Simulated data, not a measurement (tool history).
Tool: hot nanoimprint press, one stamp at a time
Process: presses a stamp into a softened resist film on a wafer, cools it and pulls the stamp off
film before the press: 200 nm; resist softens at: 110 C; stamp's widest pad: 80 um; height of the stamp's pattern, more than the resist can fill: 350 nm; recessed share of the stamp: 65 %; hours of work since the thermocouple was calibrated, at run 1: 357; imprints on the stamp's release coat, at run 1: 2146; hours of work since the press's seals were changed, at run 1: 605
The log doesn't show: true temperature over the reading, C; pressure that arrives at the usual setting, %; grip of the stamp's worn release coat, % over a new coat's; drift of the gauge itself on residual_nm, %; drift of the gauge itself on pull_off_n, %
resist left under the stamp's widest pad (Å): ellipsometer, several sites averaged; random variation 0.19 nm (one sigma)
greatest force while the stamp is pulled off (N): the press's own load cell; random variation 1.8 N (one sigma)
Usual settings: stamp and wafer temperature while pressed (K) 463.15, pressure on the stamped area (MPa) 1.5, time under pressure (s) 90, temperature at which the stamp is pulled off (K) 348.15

| run | day | stamp and wafer temperature while pressed (K) | pressure on the stamped area (MPa) | time under pressure (s) | temperature at which the stamp is pulled off (K) | hours of work since the thermocouple was calibrated | imprints on the stamp's release coat | hours of work since the press's seals were changed | resist left under the stamp's widest pad (Å) | greatest force while the stamp is pulled off (N) |
|---|---|---|---|---|---|---|---|---|---|---|
| 1 | 0 | 463.15 | 1.5 | 90 | 348.15 | 357 | 2146 | 605 | 1121 | 169 |
| 2 | 2.983 | 463.15 | 1.5 | 90 | 348.15 | 389 | 2390 | 637 | 1116 | 169 |
|  | 3.442 | stamp cleaned and given a new release coat |
| 3 | 5.242 | 463.15 | 1.5 | 90 | 348.15 | 411 | 147 | 659 | 1120 | 171 |
|  | 5.658 | plate thermocouple calibrated |
| 4 | 8.267 | 463.15 | 1.5 | 90 | 348.15 | 28 | 384 | 691 | 1120 | 172 |
| 5 | 10.3 | 463.15 | 1.5 | 90 | 348.15 | 51 | 550 | 713 | 1117 | 168 |
| 6 | 12.333 | 463.15 | 1.5 | 90 | 348.15 | 73 | 717 | 735 | 1117 | 169 |
| 7 | 14.508 | 463.15 | 1.5 | 90 | 348.15 | 96 | 894 | 759 | 1119 | 170 |
| 8 | 16.862 | 463.15 | 1.5 | 90 | 348.15 | 122 | 1087 | 784 | 1119 | 170 |
| 9 | 18.721 | 463.15 | 1.5 | 71 | 348.15 | 142 | 1239 | 805 | 1195 | 169 |
| 10 | 21.858 | 463.15 | 1.5 | 71 | 348.15 | 176 | 1495 | 839 | 1196 | 168 |
| 11 | 24.958 | 471.15 | 1.5 | 90 | 348.15 | 210 | 1749 | 873 | 872 | 171 |
| 12 | 26.375 | 471.15 | 1.5 | 90 | 348.15 | 226 | 1865 | 888 | 871 | 171 |
| 13 | 28.829 | 463.15 | 1.5 | 90 | 348.15 | 252 | 2065 | 915 | 1112 | 171 |
| 14 | 30.912 | 463.15 | 1.5 | 90 | 348.15 | 275 | 2236 | 937 | 1109 | 170 |
|  | 33.221 | stamp cleaned and given a new release coat |
| 15 | 33.612 | 463.15 | 1.5 | 90 | 348.15 | 302 | 32 | 964 | 1111 | 167 |
| 16 | 36.742 | 463.15 | 1.5 | 56 | 348.15 | 336 | 288 | 998 | 1268 | 171 |
| 17 | 39.883 | 463.15 | 1.5 | 56 | 348.15 | 370 | 545 | 1032 | 1271 | 170 |
|  | 40.788 | press's hydraulic seals changed and the load cell set to zero |
| 18 | 43.379 | 473.15 | 2.3 | 49 | 344.15 | 404 | 803 | 28 | 791 | 185 |
|  | 44.162 | plate thermocouple calibrated |
| 19 | 45.196 | 473.15 | 1.06 | 46 | 337.15 | 11 | 942 | 47 | 1197 | 211 |
| 20 | 48.179 | 470.15 | 1.96 | 148 | 354.15 | 44 | 1185 | 79 | 644 | 148 |
| 21 | 51.267 | 470.15 | 1.96 | 148 | 354.15 | 77 | 1438 | 113 | 639 | 143 |
| 22 | 54.521 | 452.15 | 1.5 | 90 | 348.15 | 113 | 1704 | 148 | 1498 | 172 |
|  | 56.408 | gauge calibrated |
| 23 | 57.762 | 463.15 | 1.5 | 90 | 355.15 | 148 | 1969 | 183 | 1117 | 140 |
| 24 | 60.975 | 463.15 | 1.5 | 90 | 337.15 | 183 | 2232 | 218 | 1116 | 211 |
|  | 63.45 | stamp cleaned and given a new release coat |
| 25 | 64.275 | 463.15 | 1.5 | 90 | 337.15 | 216 | 67 | 252 | 1121 | 214 |
| 26 | 66.154 | 463.15 | 1.5 | 125 | 336.15 | 237 | 221 | 272 | 1012 | 218 |
| 27 | 68.721 | 463.15 | 1.5 | 125 | 336.15 | 265 | 431 | 300 | 1010 | 217 |
| 28 | 71.658 | 463.15 | 2.08 | 90 | 351.15 | 297 | 671 | 332 | 948 | 157 |
| 29 | 74.158 | 467.15 | 1.5 | 45 | 346.15 | 324 | 875 | 359 | 1213 | 179 |
| 30 | 76.096 | 467.15 | 1.5 | 45 | 346.15 | 345 | 1034 | 380 | 1218 | 178 |
| 31 | 78.879 | 453.15 | 1.5 | 113 | 348.15 | 375 | 1261 | 411 | 1409 | 170 |

Hidden state at the last listed run before each entry between runs and at the first one after, where it differs:
Between runs 2 and 3: stamp cleaned and given a new release coat (day 3.442)
  grip of the stamp's worn release coat, % over a new coat's: 0.4 -> 0; drift of the gauge itself on residual_nm, %: -0.09 -> -0.15
  measured less the result without the state, resist left under the stamp's widest pad (Å): -2 -> -2
Between runs 3 and 4: plate thermocouple calibrated (day 5.658)
  true temperature over the reading, C: 0.03 -> 0.01; grip of the stamp's worn release coat, % over a new coat's: 0 -> 0.1; drift of the gauge itself on residual_nm, %: -0.15 -> -0.23
  measured less the result without the state, resist left under the stamp's widest pad (Å): -2 -> -2
Between runs 14 and 15: stamp cleaned and given a new release coat (day 33.221)
  grip of the stamp's worn release coat, % over a new coat's: 0.4 -> 0; drift of the gauge itself on residual_nm, %: -0.89 -> -0.96
  measured less the result without the state, resist left under the stamp's widest pad (Å): -10 -> -11
Between runs 17 and 18: press's hydraulic seals changed and the load cell set to zero (day 40.788)
  pressure that arrives at the usual setting, %: 99.89 -> 99.99; drift of the gauge itself on residual_nm, %: -1.14 -> -1.23
  measured less the result without the state, resist left under the stamp's widest pad (Å): -15 -> -10
Between runs 18 and 19: plate thermocouple calibrated (day 44.162)
  true temperature over the reading, C: 0.03 -> 0; grip of the stamp's worn release coat, % over a new coat's: 0.1 -> 0.2; drift of the gauge itself on residual_nm, %: -1.23 -> -1.28
  measured less the result without the state, resist left under the stamp's widest pad (Å): -10 -> -15
Between runs 22 and 23: gauge calibrated (day 56.408)
  true temperature over the reading, C: 0 -> 0.01; pressure that arrives at the usual setting, %: 99.98 -> 99.97; drift of the gauge itself on residual_nm, %: -1.55 -> -0.04
  measured less the result without the state, resist left under the stamp's widest pad (Å): -24 -> -1
Between runs 24 and 25: stamp cleaned and given a new release coat (day 63.45)
  pressure that arrives at the usual setting, %: 99.97 -> 99.96; grip of the stamp's worn release coat, % over a new coat's: 0.4 -> 0; drift of the gauge itself on residual_nm, %: -0.13 -> -0.22
  measured less the result without the state, resist left under the stamp's widest pad (Å): -2 -> -2
